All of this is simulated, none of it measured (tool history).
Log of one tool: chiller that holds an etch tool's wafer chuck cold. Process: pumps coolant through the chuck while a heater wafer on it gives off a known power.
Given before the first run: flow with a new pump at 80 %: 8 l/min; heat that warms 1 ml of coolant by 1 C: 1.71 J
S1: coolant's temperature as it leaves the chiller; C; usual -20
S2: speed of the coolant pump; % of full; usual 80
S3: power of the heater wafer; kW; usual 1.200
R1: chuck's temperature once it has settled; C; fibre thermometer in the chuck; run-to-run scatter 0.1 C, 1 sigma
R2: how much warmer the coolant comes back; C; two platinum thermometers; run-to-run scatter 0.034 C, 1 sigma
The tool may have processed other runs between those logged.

run 1 day=0.000 | S1=-20 S2=80 S3=1.200 | R1=-3.5 R2=5.26
run 2 day=2.746 | S1=-20 S2=80 S3=1.200 | R1=-3.3 R2=5.29
run 3 day=6.275 | S1=-20 S2=74 S3=1.200 | R1=-2.3 R2=5.78
run 4 day=10.767 | S1=-20 S2=80 S3=1.200 | R1=-3.1 R2=5.36
run 5 day=15.650 | S1=-20 S2=80 S3=1.200 | R1=-3.0 R2=5.37
-- day=17.112 coolant changed, channels flushed
run 6 day=20.204 | S1=-20 S2=80 S3=1.200 | R1=-3.9 R2=5.46
run 7 day=22.579 | S1=-20 S2=80 S3=1.543 | R1=0.6 R2=6.91
run 8 day=28.121 | S1=-20 S2=80 S3=1.543 | R1=0.8 R2=7.04
run 9 day=31.754 | S1=-20 S2=80 S3=1.543 | R1=0.8 R2=7.03
run 10 day=34.983 | S1=-20 S2=80 S3=1.543 | R1=0.8 R2=7.03
run 11 day=38.346 | S1=-20 S2=80 S3=1.543 | R1=1.0 R2=7.07
run 12 day=43.888 | S1=-20 S2=96 S3=1.200 | R1=-5.7 R2=4.59
run 13 day=48.542 | S1=-20 S2=66 S3=1.200 | R1=-0.6 R2=6.70
run 14 day=51.071 | S1=-20 S2=66 S3=1.200 | R1=-0.4 R2=6.67
run 15 day=56.596 | S1=-20 S2=66 S3=1.200 | R1=-0.4 R2=6.79
run 16 day=60.388 | S1=-20 S2=66 S3=1.200 | R1=-0.4 R2=6.81
-- day=62.421 chiller's thermometer calibrated
run 17 day=64.621 | S1=-20 S2=72 S3=0.946 | R1=-5.9 R2=4.96
run 18 day=68.538 | S1=-20 S2=72 S3=1.714 | R1=6.4 R2=9.00
run 19 day=72.700 | S1=-12 S2=80 S3=1.372 | R1=7.1 R2=6.48
run 20 day=75.317 | S1=-29 S2=89 S3=0.982 | R1=-16.5 R2=4.18
-- day=77.967 chiller's thermometer calibrated, once more
run 21 day=80.883 | S1=-14 S2=62 S3=1.648 | R1=15.9 R2=10.12
run 22 day=84.992 | S1=-14 S2=62 S3=1.648 | R1=16.1 R2=10.16
run 23 day=88.617 | S1=-14 S2=61 S3=1.727 | R1=17.9 R2=10.86
run 24 day=93.567 | S1=-14 S2=61 S3=1.727 | R1=18.4 R2=10.91
run 25 day=99.100 | S1=-20 S2=82 S3=1.216 | R1=-2.1 R2=5.75
run 26 day=103.717 | S1=-20 S2=80 S3=1.229 | R1=-1.2 R2=6.00
run 27 day=108.683 | S1=-20 S2=80 S3=1.229 | R1=-1.2 R2=6.04
run 28 day=113.529 | S1=-19 S2=78 S3=1.200 | R1=-0.2 R2=6.09
run 29 day=117.133 | S1=-22 S2=80 S3=0.933 | R1=-7.6 R2=4.56
run 30 day=121.633 | S1=-22 S2=80 S3=0.933 | R1=-7.6 R2=4.59
-- day=122.308 coolant changed, channels flushed
run 31 day=125.429 | S1=-20 S2=80 S3=0.862 | R1=-7.6 R2=4.25
run 32 day=127.904 | S1=-20 S2=80 S3=0.862 | R1=-7.5 R2=4.28

Table of differences, measured result less the result of that run with no hidden state. Run-to-run variation is the same in both. Gauge scatter possibly is not:
Unlogged tool condition in this case: heat passed by the chuck's channels, % of clean ones'; flow at a given pump speed, % of a new pump's; coolant's true temperature over the reading, C; drift of the gauge itself on chuck_c, C; drift of the gauge itself on warmer_back_c, C.
run=1 R1=+0.9 R2=+0.03
run=2 R1=+0.9 R2=+0.05
run=3 R1=+1.1 R2=+0.07
run=4 R1=+1.2 R2=+0.08
run=5 R1=+1.3 R2=+0.10
run=6 R1=+0.2 R2=+0.13
run=7 R1=+0.4 R2=+0.18
run=8 R1=+0.6 R2=+0.22
run=9 R1=+0.6 R2=+0.24
run=10 R1=+0.7 R2=+0.26
run=11 R1=+0.8 R2=+0.29
run=12 R1=+0.6 R2=+0.21
run=13 R1=+1.0 R2=+0.35
run=14 R1=+1.1 R2=+0.36
run=15 R1=+1.2 R2=+0.40
run=16 R1=+1.3 R2=+0.42
run=17 R1=+0.7 R2=+0.33
run=18 R1=+1.9 R2=+0.62
run=19 R1=+1.3 R2=+0.47
run=20 R1=+0.7 R2=+0.32
run=21 R1=+3.4 R2=+0.83
run=22 R1=+3.5 R2=+0.87
run=23 R1=+3.9 R2=+0.97
run=24 R1=+4.1 R2=+1.02
run=25 R1=+2.4 R2=+0.57
run=26 R1=+2.6 R2=+0.61
run=27 R1=+2.7 R2=+0.64
run=28 R1=+2.8 R2=+0.67
run=29 R1=+2.2 R2=+0.52
run=30 R1=+2.2 R2=+0.55
run=31 R1=+1.2 R2=+0.52
run=32 R1=+1.2 R2=+0.54
